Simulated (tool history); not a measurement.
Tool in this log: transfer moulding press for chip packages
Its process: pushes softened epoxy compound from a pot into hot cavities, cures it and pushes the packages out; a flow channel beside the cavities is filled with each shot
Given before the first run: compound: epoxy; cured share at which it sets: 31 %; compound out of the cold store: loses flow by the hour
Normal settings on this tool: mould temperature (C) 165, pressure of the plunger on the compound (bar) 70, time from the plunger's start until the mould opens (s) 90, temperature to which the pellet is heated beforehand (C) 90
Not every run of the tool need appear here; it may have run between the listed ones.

run,hour,mould temperature (C),pressure of the plunger on the compound (bar),time from the plunger's start until the mould opens (s),temperature to which the pellet is heated beforehand (C),incoming compound's hours out of the cold store,length that the compound runs in the flow channel (mm),greatest force on the pins that push the packages out (N)
1,0,165,70,90,90,42.1,939,425
2,11.7,165,70,90,90,15.8,1017,460
3,21.7,168,70,90,90,16,990,392
# hour 28.4: cavities cleaned with cleaning compound and waxed
4,42.7,168,70,90,90,11.6,1002,400
5,56.2,165,63,90,90,30.6,916,441
6,74.1,165,70,90,90,44.9,936,440
7,82,165,70,90,81,27.9,991,461
# hour 92.2: cavities cleaned with cleaning compound and waxed
8,96.1,165,86.4,90,81,16.2,1124,474
9,113.5,165,70,90,90,17.5,999,444
# hour 120.8: plunger's sealing rings changed
10,126.7,165,70,90,90,21,993,462
11,139.6,165,70,90,90,47.1,916,430
# hour 157.6: cavities cleaned with cleaning compound and waxed
12,160.6,165,70,90,89,41.6,952,433
13,170.2,165,70,90,90,19.2,1000,447
14,184.1,163,70,90,90,11.2,1019,527
15,192.9,165,79.3,80,90,15,1100,609
16,206.1,157,74.1,128,100,8.4,1095,373
17,215.1,157,74.1,128,100,37.6,995,368
# hour 220.7: cavities cleaned with cleaning compound and waxed
18,233.9,165,63.2,90,90,24.4,925,444
19,252.5,165,63.2,90,90,12,976,447
20,263.5,165,66,73,90,37.9,923,739
21,271.8,165,66,73,90,21.5,967,743
# hour 283.7: cavities cleaned with cleaning compound and waxed
22,290.3,165,66,73,90,24.5,961,718
23,309.3,165,66,73,85,27.9,959,773
24,326.7,162,57.6,100,90,13.5,935,436
25,341.4,165,61,90,97,34.7,905,408
# hour 346.9: cavities cleaned with cleaning compound and waxed
26,352,165,61,90,97,28,896,419
27,371.3,158,70,70,90,36.1,969,1216
28,387,166,78.6,90,86,10,1094,420

3 ways to go on from here, each from the tool as it stands after run 28. What would each give?
A,405.1,166,72.9,90,86,17.8,?,?
B,405.1,171,75.4,90,86,12.9,?,?
C,405.1,166,59.4,121,96,21.8,?,?

run,length that the compound runs in the flow channel (mm),greatest force on the pins that push the packages out (N)
A,1039,422
B,1019,355
C,919,316
Without the tool's unlogged condition, the same runs would have read:
run,length that the compound runs in the flow channel (mm),greatest force on the pins that push the packages out (N)
A,1040,417
B,1020,351
C,920,312
